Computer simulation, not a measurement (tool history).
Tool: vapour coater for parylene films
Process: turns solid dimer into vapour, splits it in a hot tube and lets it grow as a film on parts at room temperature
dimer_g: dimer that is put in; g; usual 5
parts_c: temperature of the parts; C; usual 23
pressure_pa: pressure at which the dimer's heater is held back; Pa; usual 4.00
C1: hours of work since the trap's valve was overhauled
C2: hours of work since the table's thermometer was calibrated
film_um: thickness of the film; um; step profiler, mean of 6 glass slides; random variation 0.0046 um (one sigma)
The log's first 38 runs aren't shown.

Run 39, hour 438.1: usual settings but dimer_g 3 g, parts_c 25 C, pressure_pa 8.07 Pa; C1 191; C2 548. Result: film_um 0.777 um.
Run 40, hour 448.6: usual settings but dimer_g 4 g, parts_c 15 C, pressure_pa 2.56 Pa; C1 196; C2 554. Result: film_um 1.738 um.
Run 41, hour 455.6: usual settings but dimer_g 4 g, parts_c 15 C, pressure_pa 2.56 Pa; C1 200; C2 557. Result: film_um 1.742 um.
Run 42, hour 468.9: usual settings but dimer_g 3 g, parts_c 19 C, pressure_pa 4.22 Pa; C1 207; C2 564. Result: film_um 1.054 um.
Run 43, hour 481.1: usual settings but dimer_g 3 g, parts_c 19 C, pressure_pa 4.22 Pa; C1 213; C2 571. Result: film_um 1.045 um.
Run 44, hour 493.4: usual settings but dimer_g 3 g, parts_c 19 C, pressure_pa 4.22 Pa; C1 220; C2 577. Result: film_um 1.051 um.
Run 45, hour 507.5: usual settings but parts_c 30 C, pressure_pa 7.02 Pa; C1 227; C2 585. Result: film_um 1.149 um.
Run 46, hour 516.1: usual settings but dimer_g 2 g, parts_c 21 C, pressure_pa 7.02 Pa; C1 232; C2 589. Result: film_um 0.594 um.
Run 47, hour 524.7: usual settings but dimer_g 7 g, parts_c 26 C, pressure_pa 8.88 Pa; C1 236; C2 594. Result: film_um 1.722 um.
Run 48, hour 536.1: usual settings but dimer_g 7 g, parts_c 26 C, pressure_pa 10.74 Pa; C1 242; C2 600. Result: film_um 1.661 um.

3 ways to go on from here, each from the tool as it stands after run 48. What would each give?
Run A, hour 543.1: usual settings but parts_c 32 C; C1 246; C2 603. Result: film_um ?.
Run B, hour 543.1: usual settings but dimer_g 4 g, pressure_pa 4.30 Pa; C1 246; C2 603. Result: film_um ?.
Run C, hour 543.1: usual settings but dimer_g 3 g, parts_c 31 C, pressure_pa 6.44 Pa; C1 246; C2 603. Result: film_um ?.

run  film_um
  A    1.215
  B    1.241
  C    0.673
Without the tool's hidden state the same runs would have given:
run  film_um
  A    1.219
  B    1.245
  C    0.675
